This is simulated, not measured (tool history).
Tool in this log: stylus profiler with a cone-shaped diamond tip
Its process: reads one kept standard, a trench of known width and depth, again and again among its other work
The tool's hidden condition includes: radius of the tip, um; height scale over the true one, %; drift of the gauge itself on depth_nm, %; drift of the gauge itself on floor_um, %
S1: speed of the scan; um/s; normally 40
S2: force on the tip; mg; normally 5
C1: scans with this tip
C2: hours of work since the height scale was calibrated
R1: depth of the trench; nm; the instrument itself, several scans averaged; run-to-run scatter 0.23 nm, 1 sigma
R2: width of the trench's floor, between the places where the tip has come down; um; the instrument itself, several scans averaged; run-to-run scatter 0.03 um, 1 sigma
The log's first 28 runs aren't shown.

run	hour	S1	S2	C1	C2	R1	R2
29	818	15	2.22	15789	305	1006.88	12.73
30	851.2	21	12.99	16086	330	1022.58	12.76
31	888.7	21	12.99	16421	358	1022.91	12.72
32	929.4	21	12.99	16786	388	1022.03	12.67
33	966.6	16	2.62	17119	415	1006.89	12.64
34	983.3	21	5	17268	427	1011.4	12.59
35	1023.6	112	5.38	17629	457	1011.96	12.29
36	1061.6	15	3.33	17969	485	1008.26	12.64
37	1088.8	15	2.15	18212	505	1005.7	12.58
38	1115.4	20	2.71	18451	525	1006.33	12.53
39	1146	25	3.98	18724	548	1009.16	12.54
40	1180.9	14	1.86	19037	573	1005.41	12.52
41	1205.9	23	2.3	19261	592	1005.67	12.48

Predict each of these 3 candidate next runs independently; none follows another, all start after run 41:
A	1230.2	119	2.46	19479	610	?	?
B	1230.2	46	8.18	19479	610	?	?
C	1230.2	40	6.24	19479	610	?	?

run	R1	R2
A	1006.22	12
B	1015.57	12.44
C	1012.99	12.47
What these runs would have given with no unlogged condition in the tool:
run	R1	R2
A	1007.62	13.43
B	1016.98	13.87
C	1014.4	13.91
